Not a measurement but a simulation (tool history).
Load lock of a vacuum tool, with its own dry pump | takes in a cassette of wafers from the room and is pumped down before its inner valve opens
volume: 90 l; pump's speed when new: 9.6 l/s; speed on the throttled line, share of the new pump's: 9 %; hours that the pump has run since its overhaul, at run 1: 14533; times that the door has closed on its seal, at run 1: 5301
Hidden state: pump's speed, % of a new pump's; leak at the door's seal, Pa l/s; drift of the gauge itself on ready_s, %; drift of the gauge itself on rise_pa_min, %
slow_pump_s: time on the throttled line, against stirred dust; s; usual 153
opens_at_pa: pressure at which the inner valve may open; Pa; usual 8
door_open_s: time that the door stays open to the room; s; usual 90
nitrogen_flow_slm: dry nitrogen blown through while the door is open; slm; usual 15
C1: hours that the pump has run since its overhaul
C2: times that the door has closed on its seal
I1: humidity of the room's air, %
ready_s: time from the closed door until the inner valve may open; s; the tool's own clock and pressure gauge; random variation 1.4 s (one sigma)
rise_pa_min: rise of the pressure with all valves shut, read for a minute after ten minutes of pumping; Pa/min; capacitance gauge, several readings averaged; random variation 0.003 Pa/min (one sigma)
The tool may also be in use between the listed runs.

{"run": 1, "hour": 0.0, "slow_pump_s": 153, "opens_at_pa": 8, "door_open_s": 90, "nitrogen_flow_slm": 15, "C1": 14533, "C2": 5301, "I1": 47, "ready_s": 242.2, "rise_pa_min": 0.053}
{"run": 2, "hour": 291.6, "slow_pump_s": 153, "opens_at_pa": 8, "door_open_s": 90, "nitrogen_flow_slm": 15, "C1": 14824, "C2": 5881, "I1": 45.5, "ready_s": 243.9, "rise_pa_min": 0.053}
{"run": 3, "hour": 614.3, "slow_pump_s": 153, "opens_at_pa": 8, "door_open_s": 90, "nitrogen_flow_slm": 15, "C1": 15147, "C2": 6523, "I1": 45.4, "ready_s": 242.9, "rise_pa_min": 0.064}
{"run": 4, "hour": 935.6, "slow_pump_s": 153, "opens_at_pa": 8, "door_open_s": 90, "nitrogen_flow_slm": 15, "C1": 15468, "C2": 7163, "I1": 44.5, "ready_s": 244.4, "rise_pa_min": 0.054}
{"run": 5, "hour": 1311.6, "slow_pump_s": 153, "opens_at_pa": 8, "door_open_s": 90, "nitrogen_flow_slm": 15, "C1": 15844, "C2": 7911, "I1": 42.2, "ready_s": 244.5, "rise_pa_min": 0.056}
{"run": 6, "hour": 1619.9, "slow_pump_s": 153, "opens_at_pa": 8, "door_open_s": 90, "nitrogen_flow_slm": 7, "C1": 16153, "C2": 8524, "I1": 47.2, "ready_s": 244.7, "rise_pa_min": 0.07}
{"run": 7, "hour": 1954.3, "slow_pump_s": 125, "opens_at_pa": 8, "door_open_s": 90, "nitrogen_flow_slm": 15, "C1": 16487, "C2": 9190, "I1": 43.5, "ready_s": 218.3, "rise_pa_min": 0.059}
{"run": 8, "hour": 2235.4, "slow_pump_s": 153, "opens_at_pa": 8, "door_open_s": 96, "nitrogen_flow_slm": 15, "C1": 16768, "C2": 9749, "I1": 43.9, "ready_s": 249, "rise_pa_min": 0.058}
{"run": 9, "hour": 2630.9, "slow_pump_s": 306, "opens_at_pa": 8, "door_open_s": 96, "nitrogen_flow_slm": 15, "C1": 17164, "C2": 10536, "I1": 47.8, "ready_s": 380.6, "rise_pa_min": 0.07}
{"run": 10, "hour": 3113.4, "slow_pump_s": 306, "opens_at_pa": 8, "door_open_s": 96, "nitrogen_flow_slm": 15, "C1": 17646, "C2": 11496, "I1": 41.1, "ready_s": 383.2, "rise_pa_min": 0.065}
{"run": 11, "hour": 3427.5, "slow_pump_s": 153, "opens_at_pa": 8, "door_open_s": 84, "nitrogen_flow_slm": 15, "C1": 17960, "C2": 12121, "I1": 44.6, "ready_s": 248.9, "rise_pa_min": 0.068}
{"run": 12, "hour": 3887.9, "slow_pump_s": 198, "opens_at_pa": 6, "door_open_s": 84, "nitrogen_flow_slm": 42, "C1": 18421, "C2": 13037, "I1": 44.5, "ready_s": 293.1, "rise_pa_min": 0.056}
{"run": 13, "hour": 4174.3, "slow_pump_s": 198, "opens_at_pa": 12, "door_open_s": 84, "nitrogen_flow_slm": 25, "C1": 18707, "C2": 13607, "I1": 41.6, "ready_s": 282.1, "rise_pa_min": 0.067}
{"run": 14, "hour": 4644.8, "slow_pump_s": 198, "opens_at_pa": 12, "door_open_s": 84, "nitrogen_flow_slm": 25, "C1": 19178, "C2": 14543, "I1": 47.3, "ready_s": 280.3, "rise_pa_min": 0.075}
{"run": 15, "hour": 5129.1, "slow_pump_s": 98, "opens_at_pa": 12, "door_open_s": 67, "nitrogen_flow_slm": 10, "C1": 19662, "C2": 15507, "I1": 44.7, "ready_s": 197.4, "rise_pa_min": 0.077}
{"hour": 5295.1, "done": "dry pump taken out, an overhauled one fitted"}
{"run": 16, "hour": 5597.6, "slow_pump_s": 98, "opens_at_pa": 10, "door_open_s": 67, "nitrogen_flow_slm": 32, "C1": 303, "C2": 16427, "I1": 45.4, "ready_s": 177.1, "rise_pa_min": 0.071}
{"run": 17, "hour": 5934.7, "slow_pump_s": 98, "opens_at_pa": 9, "door_open_s": 35, "nitrogen_flow_slm": 15, "C1": 640, "C2": 17098, "I1": 46.2, "ready_s": 177.4, "rise_pa_min": 0.072}
{"run": 18, "hour": 6373.8, "slow_pump_s": 153, "opens_at_pa": 8, "door_open_s": 53, "nitrogen_flow_slm": 14, "C1": 1079, "C2": 17971, "I1": 43.8, "ready_s": 229, "rise_pa_min": 0.087}
{"run": 19, "hour": 6689.7, "slow_pump_s": 153, "opens_at_pa": 11, "door_open_s": 90, "nitrogen_flow_slm": 15, "C1": 1395, "C2": 18600, "I1": 46, "ready_s": 226, "rise_pa_min": 0.098}
{"run": 20, "hour": 7050.9, "slow_pump_s": 178, "opens_at_pa": 8, "door_open_s": 90, "nitrogen_flow_slm": 7, "C1": 1756, "C2": 19319, "I1": 48.7, "ready_s": 251.4, "rise_pa_min": 0.114}
{"run": 21, "hour": 7428.2, "slow_pump_s": 156, "opens_at_pa": 8, "door_open_s": 90, "nitrogen_flow_slm": 7, "C1": 2133, "C2": 20069, "I1": 41.9, "ready_s": 234.1, "rise_pa_min": 0.11}
{"run": 22, "hour": 7631.4, "slow_pump_s": 156, "opens_at_pa": 8, "door_open_s": 90, "nitrogen_flow_slm": 7, "C1": 2336, "C2": 20474, "I1": 44.7, "ready_s": 232.9, "rise_pa_min": 0.117}

4 ways to go on from here, each from the tool as it stands after run 22. What would each give?
{"run": "A", "hour": 8103.0, "slow_pump_s": 291, "opens_at_pa": 8, "door_open_s": 52, "nitrogen_flow_slm": 7, "C1": 2808, "C2": 21412, "I1": 41.9, "ready_s": "?", "rise_pa_min": "?"}
{"run": "B", "hour": 8103.0, "slow_pump_s": 272, "opens_at_pa": 8, "door_open_s": 90, "nitrogen_flow_slm": 15, "C1": 2808, "C2": 21412, "I1": 47.4, "ready_s": "?", "rise_pa_min": "?"}
{"run": "C", "hour": 8103.0, "slow_pump_s": 302, "opens_at_pa": 14, "door_open_s": 225, "nitrogen_flow_slm": 15, "C1": 2808, "C2": 21412, "I1": 45.1, "ready_s": "?", "rise_pa_min": "?"}
{"run": "D", "hour": 8103.0, "slow_pump_s": 153, "opens_at_pa": 8, "door_open_s": 28, "nitrogen_flow_slm": 15, "C1": 2808, "C2": 21412, "I1": 47.7, "ready_s": "?", "rise_pa_min": "?"}

run=A ready_s=355.2 rise_pa_min=0.095
run=B ready_s=334.7 rise_pa_min=0.113
run=C ready_s=357 rise_pa_min=0.154
run=D ready_s=229.9 rise_pa_min=0.084
Without the tool's hidden state the same runs would have given:
run=A ready_s=353.3 rise_pa_min=0.027
run=B ready_s=332.7 rise_pa_min=0.047
run=C ready_s=355.4 rise_pa_min=0.086
run=D ready_s=227.7 rise_pa_min=0.017
